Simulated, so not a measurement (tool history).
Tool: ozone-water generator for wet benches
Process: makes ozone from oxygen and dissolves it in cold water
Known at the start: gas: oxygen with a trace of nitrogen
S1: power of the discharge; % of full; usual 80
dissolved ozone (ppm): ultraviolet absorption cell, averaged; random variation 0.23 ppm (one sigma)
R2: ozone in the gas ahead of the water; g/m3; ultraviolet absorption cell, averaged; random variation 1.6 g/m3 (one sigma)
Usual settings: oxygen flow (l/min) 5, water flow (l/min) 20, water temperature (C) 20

{"run": 1, "hour": 0.0, "S1": 80, "oxygen flow (l/min)": 5, "water flow (l/min)": 20, "water temperature (C)": 20, "dissolved ozone (ppm)": 34.4, "R2": 305.6}
{"run": 2, "hour": 20.0, "S1": 80, "oxygen flow (l/min)": 5, "water flow (l/min)": 20, "water temperature (C)": 20, "dissolved ozone (ppm)": 34.1, "R2": 303.9}
{"run": 3, "hour": 38.1, "S1": 80, "oxygen flow (l/min)": 5, "water flow (l/min)": 20, "water temperature (C)": 20, "dissolved ozone (ppm)": 34.2, "R2": 307.3}
{"run": 4, "hour": 52.9, "S1": 80, "oxygen flow (l/min)": 5, "water flow (l/min)": 20, "water temperature (C)": 20, "dissolved ozone (ppm)": 34.2, "R2": 310.8}
{"run": 5, "hour": 80.6, "S1": 80, "oxygen flow (l/min)": 5, "water flow (l/min)": 16, "water temperature (C)": 20, "dissolved ozone (ppm)": 39.8, "R2": 306.6}
{"run": 6, "hour": 107.2, "S1": 80, "oxygen flow (l/min)": 5, "water flow (l/min)": 16, "water temperature (C)": 20, "dissolved ozone (ppm)": 39.9, "R2": 308.7}
{"run": 7, "hour": 123.9, "S1": 80, "oxygen flow (l/min)": 5, "water flow (l/min)": 16, "water temperature (C)": 20, "dissolved ozone (ppm)": 39.9, "R2": 305.3}
{"run": 8, "hour": 153.4, "S1": 80, "oxygen flow (l/min)": 5, "water flow (l/min)": 16, "water temperature (C)": 20, "dissolved ozone (ppm)": 39.9, "R2": 310.9}
{"run": 9, "hour": 177.2, "S1": 80, "oxygen flow (l/min)": 5, "water flow (l/min)": 16, "water temperature (C)": 20, "dissolved ozone (ppm)": 39.8, "R2": 305.5}
{"run": 10, "hour": 195.0, "S1": 66, "oxygen flow (l/min)": 7.1, "water flow (l/min)": 16, "water temperature (C)": 20, "dissolved ozone (ppm)": 34.8, "R2": 226.7}
{"run": 11, "hour": 226.4, "S1": 40, "oxygen flow (l/min)": 2.87, "water flow (l/min)": 16, "water temperature (C)": 23, "dissolved ozone (ppm)": 19.4, "R2": 211.2}
{"run": 12, "hour": 247.8, "S1": 40, "oxygen flow (l/min)": 2.87, "water flow (l/min)": 17, "water temperature (C)": 20, "dissolved ozone (ppm)": 19.1, "R2": 211.3}
{"run": 13, "hour": 269.5, "S1": 40, "oxygen flow (l/min)": 2.87, "water flow (l/min)": 17, "water temperature (C)": 20, "dissolved ozone (ppm)": 19.1, "R2": 210.6}

Forecast each of these 5 alternatives for the next run:
{"run": "A", "hour": 288.9, "S1": 52, "oxygen flow (l/min)": 2.87, "water flow (l/min)": 14, "water temperature (C)": 13, "dissolved ozone (ppm)": "?", "R2": "?"}
{"run": "B", "hour": 288.9, "S1": 74, "oxygen flow (l/min)": 5.91, "water flow (l/min)": 27, "water temperature (C)": 20, "dissolved ozone (ppm)": "?", "R2": "?"}
{"run": "C", "hour": 288.9, "S1": 69, "oxygen flow (l/min)": 5, "water flow (l/min)": 22, "water temperature (C)": 20, "dissolved ozone (ppm)": "?", "R2": "?"}
{"run": "D", "hour": 288.9, "S1": 84, "oxygen flow (l/min)": 5, "water flow (l/min)": 27, "water temperature (C)": 20, "dissolved ozone (ppm)": "?", "R2": "?"}
{"run": "E", "hour": 288.9, "S1": 80, "oxygen flow (l/min)": 5, "water flow (l/min)": 19, "water temperature (C)": 27, "dissolved ozone (ppm)": "?", "R2": "?"}

run=A dissolved_ozone_(ppm)=30.4 R2=264.1
run=B dissolved_ozone_(ppm)=25.8 R2=266.5
run=C dissolved_ozone_(ppm)=27.8 R2=273.4
run=D dissolved_ozone_(ppm)=28.2 R2=319.2
run=E dissolved_ozone_(ppm)=31.6 R2=304.5
Without the tool's hidden state the same runs would have given:
run=A dissolved_ozone_(ppm)=30.4 R2=264.1
run=B dissolved_ozone_(ppm)=25.8 R2=266.5
run=C dissolved_ozone_(ppm)=27.9 R2=273.5
run=D dissolved_ozone_(ppm)=28.3 R2=319.3
run=E dissolved_ozone_(ppm)=31.7 R2=304.6
